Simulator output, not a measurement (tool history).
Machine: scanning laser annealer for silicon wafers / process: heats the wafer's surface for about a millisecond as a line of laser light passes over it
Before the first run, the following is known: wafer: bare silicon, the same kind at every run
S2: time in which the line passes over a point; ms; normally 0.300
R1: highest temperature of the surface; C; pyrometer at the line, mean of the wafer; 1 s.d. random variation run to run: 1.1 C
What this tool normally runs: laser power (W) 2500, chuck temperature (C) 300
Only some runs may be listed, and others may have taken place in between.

run 1 day=0.000 | laser_power_(W)=2500 S2=0.300 chuck_temperature_(C)=300 | R1=1099
run 2 day=2.429 | laser_power_(W)=2500 S2=0.300 chuck_temperature_(C)=316 | R1=1113
run 3 day=4.812 | laser_power_(W)=2500 S2=0.300 chuck_temperature_(C)=316 | R1=1113
run 4 day=8.292 | laser_power_(W)=2500 S2=0.300 chuck_temperature_(C)=316 | R1=1109
run 5 day=12.254 | laser_power_(W)=2500 S2=0.255 chuck_temperature_(C)=300 | R1=1023
-- day=14.604 optics aligned, line set to its width
run 6 day=16.117 | laser_power_(W)=2500 S2=0.217 chuck_temperature_(C)=300 | R1=956
run 7 day=18.767 | laser_power_(W)=2500 S2=0.217 chuck_temperature_(C)=300 | R1=953
run 8 day=21.783 | laser_power_(W)=2507 S2=0.300 chuck_temperature_(C)=300 | R1=1087
-- day=24.246 window over the wafer cleaned
run 9 day=24.954 | laser_power_(W)=2507 S2=0.300 chuck_temperature_(C)=300 | R1=1100
run 10 day=28.308 | laser_power_(W)=2500 S2=0.256 chuck_temperature_(C)=300 | R1=1027
-- day=31.117 optics aligned, line set to its width, once more
run 11 day=32.554 | laser_power_(W)=2500 S2=0.300 chuck_temperature_(C)=331 | R1=1138
run 12 day=34.562 | laser_power_(W)=2500 S2=0.300 chuck_temperature_(C)=331 | R1=1138
run 13 day=36.500 | laser_power_(W)=2500 S2=0.300 chuck_temperature_(C)=331 | R1=1136
run 14 day=39.342 | laser_power_(W)=2500 S2=0.300 chuck_temperature_(C)=318 | R1=1122
run 15 day=43.371 | laser_power_(W)=2500 S2=0.300 chuck_temperature_(C)=318 | R1=1120
run 16 day=45.196 | laser_power_(W)=2500 S2=0.300 chuck_temperature_(C)=300 | R1=1099
run 17 day=48.938 | laser_power_(W)=2725 S2=0.300 chuck_temperature_(C)=300 | R1=1176
run 18 day=52.517 | laser_power_(W)=2725 S2=0.300 chuck_temperature_(C)=300 | R1=1174
run 19 day=55.521 | laser_power_(W)=2725 S2=0.300 chuck_temperature_(C)=300 | R1=1173
run 20 day=58.083 | laser_power_(W)=2725 S2=0.300 chuck_temperature_(C)=300 | R1=1170
run 21 day=60.900 | laser_power_(W)=2722 S2=0.245 chuck_temperature_(C)=337 | R1=1113
-- day=63.588 window over the wafer cleaned
run 22 day=63.588 | laser_power_(W)=2654 S2=0.328 chuck_temperature_(C)=313 | R1=1218
run 23 day=65.625 | laser_power_(W)=2654 S2=0.328 chuck_temperature_(C)=260 | R1=1163
run 24 day=67.612 | laser_power_(W)=2376 S2=0.247 chuck_temperature_(C)=299 | R1=982
run 25 day=70.700 | laser_power_(W)=2376 S2=0.247 chuck_temperature_(C)=299 | R1=982
run 26 day=73.325 | laser_power_(W)=2445 S2=0.298 chuck_temperature_(C)=299 | R1=1081
run 27 day=76.804 | laser_power_(W)=2445 S2=0.298 chuck_temperature_(C)=299 | R1=1079
run 28 day=80.625 | laser_power_(W)=2488 S2=0.217 chuck_temperature_(C)=300 | R1=964
run 29 day=83.883 | laser_power_(W)=2608 S2=0.328 chuck_temperature_(C)=300 | R1=1176
run 30 day=87.283 | laser_power_(W)=2608 S2=0.328 chuck_temperature_(C)=300 | R1=1176
-- day=89.838 optics aligned, line set to its width
run 31 day=90.025 | laser_power_(W)=2500 S2=0.238 chuck_temperature_(C)=267 | R1=971
run 32 day=93.833 | laser_power_(W)=2500 S2=0.281 chuck_temperature_(C)=283 | R1=1053
run 33 day=95.875 | laser_power_(W)=2699 S2=0.300 chuck_temperature_(C)=300 | R1=1165
run 34 day=99.892 | laser_power_(W)=2415 S2=0.310 chuck_temperature_(C)=268 | R1=1049
-- day=103.033 window over the wafer cleaned
run 35 day=103.775 | laser_power_(W)=2473 S2=0.265 chuck_temperature_(C)=314 | R1=1060
run 36 day=107.862 | laser_power_(W)=2724 S2=0.221 chuck_temperature_(C)=337 | R1=1085
run 37 day=111.650 | laser_power_(W)=2724 S2=0.221 chuck_temperature_(C)=337 | R1=1082
run 38 day=115.017 | laser_power_(W)=2724 S2=0.221 chuck_temperature_(C)=337 | R1=1080
run 39 day=117.642 | laser_power_(W)=2724 S2=0.232 chuck_temperature_(C)=290 | R1=1050
run 40 day=120.317 | laser_power_(W)=2724 S2=0.232 chuck_temperature_(C)=290 | R1=1050

A few steps of R1 between consecutive runs. Split each: what settings, incoming material and random variation would produce without the hidden state, and what is left over for the hidden state, along with gauge scatter present in only one of the two compared results (measured, and without hidden state):
The hidden state here: light that passes the window, % of a clean one's; laser's true power over the reading, %; width of the line over the set one, %; drift of the gauge itself on peak_c, C.
Run 8 -> 9: window over the wafer cleaned. R1 +13 C: hidden state +15, all else -2.
Run 21 -> 22: laser power (W) 2722 -> 2654, S2 0.245 -> 0.328, chuck temperature (C) 337 -> 313, window over the wafer cleaned. R1 +105 C: hidden state +15, all else +90.
Run 23 -> 24: laser power (W) 2654 -> 2376, S2 0.328 -> 0.247, chuck temperature (C) 260 -> 299. R1 -181 C: hidden state -2, all else -179.
Run 28 -> 29: laser power (W) 2488 -> 2608, S2 0.217 -> 0.328. R1 +212 C: hidden state -3, all else +215.
Run 30 -> 31: laser power (W) 2608 -> 2500, S2 0.328 -> 0.238, chuck temperature (C) 300 -> 267, optics aligned, line set to its width. R1 -205 C: hidden state +6, all else -211.
Run 34 -> 35: laser power (W) 2415 -> 2473, S2 0.310 -> 0.265, chuck temperature (C) 268 -> 314, window over the wafer cleaned. R1 +11 C: hidden state +14, all else -3.

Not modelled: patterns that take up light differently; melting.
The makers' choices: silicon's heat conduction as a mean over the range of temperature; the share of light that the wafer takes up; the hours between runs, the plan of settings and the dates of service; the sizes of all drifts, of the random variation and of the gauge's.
